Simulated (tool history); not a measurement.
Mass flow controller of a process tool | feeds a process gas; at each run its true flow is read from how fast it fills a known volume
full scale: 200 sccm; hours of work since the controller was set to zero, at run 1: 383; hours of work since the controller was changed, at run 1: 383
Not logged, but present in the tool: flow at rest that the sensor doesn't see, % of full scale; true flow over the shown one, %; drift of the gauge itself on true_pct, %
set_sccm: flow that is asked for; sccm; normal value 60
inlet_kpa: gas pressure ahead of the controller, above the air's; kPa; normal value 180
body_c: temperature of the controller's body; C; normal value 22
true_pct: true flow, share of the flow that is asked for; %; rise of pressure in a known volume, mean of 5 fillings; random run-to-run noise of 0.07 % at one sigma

run,hour,set_sccm,inlet_kpa,body_c,hours of work since the controller was set to zero,hours of work since the controller was changed,true_pct
1,0.0,60,180,22,383,383,97.86
2,220.3,60,180,22,483,483,97.94
3,662.9,60,180,22,684,684,98.06
4,1075.0,60,180,22,870,870,98.09
5,1280.7,60,180,22,964,964,98.16
6,1527.2,60,180,22,1076,1076,98.25
7,1766.5,22,180,22,1184,1184,97.80
8,1992.5,60,264,24,1287,1287,98.80
9,2279.8,24,157,24,1417,1417,98.17
10,2722.2,54,180,22,1618,1618,98.40
11,3122.0,20,229,37,1799,1799,99.43

Predict the results of run 12:
12,3314.0,163,150,36,1886,1886,?

Run 12 came out at true_pct 101.10 %.
On a tool with no hidden condition, and with the same random variation, this run would have come out at true_pct 100.34 %.
